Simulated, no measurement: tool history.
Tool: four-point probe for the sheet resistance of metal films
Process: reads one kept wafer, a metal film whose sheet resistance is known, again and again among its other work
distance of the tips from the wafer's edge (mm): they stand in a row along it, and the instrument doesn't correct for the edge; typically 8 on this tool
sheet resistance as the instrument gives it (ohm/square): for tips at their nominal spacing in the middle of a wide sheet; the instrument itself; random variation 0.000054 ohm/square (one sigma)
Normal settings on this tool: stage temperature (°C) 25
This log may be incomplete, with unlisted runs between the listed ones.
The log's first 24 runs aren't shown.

run,day,stage temperature (°C),distance of the tips from the wafer's edge (mm),sheet resistance as the instrument gives it (ohm/square)
25,31.975,19,56,0.267462
26,33.212,34,4,0.27482
27,34.896,30,5,0.272125
28,36.721,30,5,0.272166
29,38.004,25,5,0.272507
30,39.612,30,57,0.266623
31,40.908,22,8,0.269411
32,42.662,30,9,0.268379
33,43.479,30,9,0.26826
34,44.467,23,19,0.267418
35,46.283,20,8,0.269522
36,47.775,31,21,0.266774
37,49.212,33,21,0.266657
38,50.975,27,6,0.270722
39,52.658,27,6,0.270687
40,54.5,27,15,0.267455
41,55.692,20,64,0.267454
42,57.471,20,64,0.267341
43,59.025,31,12,0.267351
44,60.833,34,52,0.266299
45,62.725,26,20,0.267277

Predict each of these 3 candidate next runs independently; none follows another, all start after run 45:
A,64.058,21,6,?
B,64.058,20,7,?
C,64.058,18,18,?

run,sheet resistance as the instrument gives it (ohm/square)
A,0.271206
B,0.270253
C,0.267959
Without the tool's unlogged condition, the same runs would have read:
run,sheet resistance as the instrument gives it (ohm/square)
A,0.271212
B,0.27026
C,0.267966
